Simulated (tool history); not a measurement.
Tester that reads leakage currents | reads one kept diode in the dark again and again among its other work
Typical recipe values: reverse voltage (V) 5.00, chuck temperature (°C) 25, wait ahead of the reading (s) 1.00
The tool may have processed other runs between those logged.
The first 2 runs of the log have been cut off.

| run | day | reverse voltage (V) | chuck temperature (°C) | wait ahead of the reading (s) | hours of work since the probe card was cleaned | hours of work since the tester was calibrated | hours of work since the chuck was calibrated | current that the tester gives (pA) |
|---|---|---|---|---|---|---|---|---|
| 3 | 3.538 | 5.00 | 25 | 1.00 | 1876 | 1254 | 82 | 109.66 |
| 4 | 6.096 | 5.00 | 25 | 1.00 | 1912 | 1290 | 118 | 110.04 |
| 5 | 7.946 | 5.00 | 25 | 2.95 | 1938 | 1316 | 144 | 109.73 |
| 6 | 10.617 | 5.00 | 25 | 2.95 | 1976 | 1354 | 182 | 110.33 |
| 7 | 11.946 | 5.00 | 25 | 3.43 | 1995 | 1373 | 201 | 110.62 |
| 8 | 14.621 | 5.00 | 25 | 3.43 | 2032 | 1411 | 238 | 111.10 |
| 9 | 16.758 | 5.00 | 25 | 3.43 | 2063 | 1441 | 268 | 111.53 |
| 10 | 18.804 | 5.00 | 25 | 3.43 | 2091 | 1469 | 297 | 112.14 |
| 11 | 20.846 | 5.00 | 25 | 1.00 | 2120 | 1498 | 326 | 112.97 |
| 12 | 22.188 | 5.00 | 25 | 1.00 | 2139 | 1517 | 345 | 113.41 |
| 13 | 24.696 | 15.50 | 25 | 1.00 | 2174 | 1552 | 380 | 184.65 |
| 14 | 27.396 | 5.00 | 25 | 0.47 | 2212 | 1590 | 418 | 116.66 |
| 15 | 30.075 | 5.00 | 25 | 1.00 | 2250 | 1628 | 456 | 115.74 |
| 16 | 32.854 | 5.00 | 25 | 0.90 | 2289 | 1667 | 495 | 116.18 |
| 17 | 35.008 | 5.00 | 25 | 0.90 | 2320 | 1698 | 526 | 117.34 |
| 18 | 37.696 | 2.50 | 25 | 0.90 | 2358 | 1736 | 563 | 89.18 |
| 19 | 39.508 | 2.50 | 25 | 6.58 | 2383 | 1761 | 589 | 89.63 |
| 20 | 41.542 | 5.00 | 25 | 1.00 | 2412 | 1790 | 618 | 118.61 |
| 21 | 44.142 | 9.05 | 26 | 0.94 | 2448 | 1826 | 654 | 165.96 |
| 22 | 46.879 | 9.05 | 26 | 0.94 | 2487 | 1865 | 693 | 167.32 |
|  | 47.162 | chuck's temperature calibrated |
| 23 | 49.092 | 9.05 | 26 | 0.94 | 2517 | 1895 | 27 | 172.51 |
| 24 | 50.383 | 9.05 | 26 | 0.94 | 2535 | 1913 | 45 | 173.65 |
| 25 | 51.550 | 9.05 | 26 | 0.94 | 2552 | 1930 | 62 | 173.69 |

Predict the results of run 26:
| 26 | 53.283 | 2.31 | 25 | 1.00 | 2576 | 1954 | 86 | ? |

current that the tester gives (pA): 91.89
With no hidden state in the tool, this same run would have given current that the tester gives (pA) 76.24.

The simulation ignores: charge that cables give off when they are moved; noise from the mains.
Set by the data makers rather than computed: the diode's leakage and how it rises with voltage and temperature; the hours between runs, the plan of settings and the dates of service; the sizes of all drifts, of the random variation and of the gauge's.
